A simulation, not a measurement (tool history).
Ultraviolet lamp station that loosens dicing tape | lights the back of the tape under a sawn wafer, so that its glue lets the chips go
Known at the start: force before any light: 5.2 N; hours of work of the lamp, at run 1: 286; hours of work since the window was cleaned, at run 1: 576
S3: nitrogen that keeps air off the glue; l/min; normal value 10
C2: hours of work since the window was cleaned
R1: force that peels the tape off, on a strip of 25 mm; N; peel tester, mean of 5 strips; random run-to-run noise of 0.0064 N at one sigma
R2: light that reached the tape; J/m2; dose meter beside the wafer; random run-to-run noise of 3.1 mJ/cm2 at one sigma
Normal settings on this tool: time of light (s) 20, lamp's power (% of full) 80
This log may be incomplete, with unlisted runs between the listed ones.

run 1 hour=0 | time_of_light_(s)=20 lamp's_power_(%_of_full)=80 S3=10 | hours_of_work_of_the_lamp=286 C2=576 | R1=0.373 R2=3540
run 2 hour=11.2 | time_of_light_(s)=20 lamp's_power_(%_of_full)=66 S3=10 | hours_of_work_of_the_lamp=294 C2=585 | R1=0.602 R2=2940
run 3 hour=20.8 | time_of_light_(s)=20 lamp's_power_(%_of_full)=80 S3=10 | hours_of_work_of_the_lamp=302 C2=592 | R1=0.404 R2=3520
-- hour=22.9 window cleaned of glue's vapour
run 4 hour=33.7 | time_of_light_(s)=20 lamp's_power_(%_of_full)=80 S3=10 | hours_of_work_of_the_lamp=311 C2=8 | R1=0.451 R2=3330
run 5 hour=41.6 | time_of_light_(s)=13 lamp's_power_(%_of_full)=80 S3=10 | hours_of_work_of_the_lamp=317 C2=14 | R1=0.974 R2=2150
run 6 hour=48.1 | time_of_light_(s)=20 lamp's_power_(%_of_full)=80 S3=10 | hours_of_work_of_the_lamp=322 C2=19 | R1=0.458 R2=3340
run 7 hour=54.6 | time_of_light_(s)=20 lamp's_power_(%_of_full)=70 S3=10 | hours_of_work_of_the_lamp=327 C2=24 | R1=0.617 R2=2940
run 8 hour=66 | time_of_light_(s)=20 lamp's_power_(%_of_full)=80 S3=10 | hours_of_work_of_the_lamp=336 C2=33 | R1=0.48 R2=3280
run 9 hour=76.3 | time_of_light_(s)=20 lamp's_power_(%_of_full)=80 S3=10 | hours_of_work_of_the_lamp=343 C2=41 | R1=0.489 R2=3320
run 10 hour=87.5 | time_of_light_(s)=20 lamp's_power_(%_of_full)=80 S3=10 | hours_of_work_of_the_lamp=352 C2=49 | R1=0.458 R2=3240
run 11 hour=94 | time_of_light_(s)=20 lamp's_power_(%_of_full)=80 S3=10 | hours_of_work_of_the_lamp=357 C2=54 | R1=0.502 R2=3200
-- hour=102.3 window cleaned of glue's vapour, once more
run 12 hour=104.7 | time_of_light_(s)=20 lamp's_power_(%_of_full)=80 S3=10 | hours_of_work_of_the_lamp=364 C2=2 | R1=0.314 R2=3910
run 13 hour=115 | time_of_light_(s)=20 lamp's_power_(%_of_full)=80 S3=10 | hours_of_work_of_the_lamp=372 C2=10 | R1=0.309 R2=3880
run 14 hour=128.8 | time_of_light_(s)=20 lamp's_power_(%_of_full)=80 S3=5 | hours_of_work_of_the_lamp=383 C2=20 | R1=0.554 R2=3860
run 15 hour=139 | time_of_light_(s)=20 lamp's_power_(%_of_full)=80 S3=10 | hours_of_work_of_the_lamp=391 C2=28 | R1=0.34 R2=3830
run 16 hour=150.9 | time_of_light_(s)=20 lamp's_power_(%_of_full)=63 S3=10 | hours_of_work_of_the_lamp=399 C2=37 | R1=0.575 R2=3020
run 17 hour=156.7 | time_of_light_(s)=20 lamp's_power_(%_of_full)=63 S3=10 | hours_of_work_of_the_lamp=404 C2=41 | R1=0.562 R2=2990
run 18 hour=162.9 | time_of_light_(s)=20 lamp's_power_(%_of_full)=63 S3=10 | hours_of_work_of_the_lamp=409 C2=46 | R1=0.579 R2=3000
run 19 hour=174.7 | time_of_light_(s)=20 lamp's_power_(%_of_full)=63 S3=10 | hours_of_work_of_the_lamp=418 C2=55 | R1=0.57 R2=2940
run 20 hour=182.8 | time_of_light_(s)=20 lamp's_power_(%_of_full)=92 S3=10 | hours_of_work_of_the_lamp=424 C2=61 | R1=0.274 R2=4320
run 21 hour=192.4 | time_of_light_(s)=20 lamp's_power_(%_of_full)=80 S3=10 | hours_of_work_of_the_lamp=431 C2=68 | R1=0.363 R2=3700
run 22 hour=199.7 | time_of_light_(s)=34 lamp's_power_(%_of_full)=80 S3=10 | hours_of_work_of_the_lamp=437 C2=74 | R1=0.132 R2=6320
run 23 hour=205.6 | time_of_light_(s)=34 lamp's_power_(%_of_full)=80 S3=10 | hours_of_work_of_the_lamp=441 C2=78 | R1=0.133 R2=6220
run 24 hour=217.7 | time_of_light_(s)=12 lamp's_power_(%_of_full)=70 S3=4 | hours_of_work_of_the_lamp=450 C2=87 | R1=1.758 R2=1910
run 25 hour=223.8 | time_of_light_(s)=12 lamp's_power_(%_of_full)=70 S3=4 | hours_of_work_of_the_lamp=455 C2=92 | R1=1.746 R2=1910
run 26 hour=238.1 | time_of_light_(s)=12 lamp's_power_(%_of_full)=70 S3=4 | hours_of_work_of_the_lamp=466 C2=103 | R1=1.752 R2=1880
run 27 hour=248.4 | time_of_light_(s)=12 lamp's_power_(%_of_full)=72 S3=11 | hours_of_work_of_the_lamp=473 C2=111 | R1=1.16 R2=1970
run 28 hour=259.1 | time_of_light_(s)=34 lamp's_power_(%_of_full)=72 S3=5 | hours_of_work_of_the_lamp=482 C2=119 | R1=0.273 R2=5490
run 29 hour=271.6 | time_of_light_(s)=34 lamp's_power_(%_of_full)=72 S3=5 | hours_of_work_of_the_lamp=491 C2=128 | R1=0.263 R2=5410

Run 30 comes next. What will it give?
run 30 hour=285.9 | time_of_light_(s)=34 lamp's_power_(%_of_full)=83 S3=4 | hours_of_work_of_the_lamp=502 C2=139 | R1=? R2=?

{"run 30": {"R1": 0.221, "R2": 6210}}
Without the tool's hidden state the same run would have given R1 0.119 N, R2 8600 J/m2.
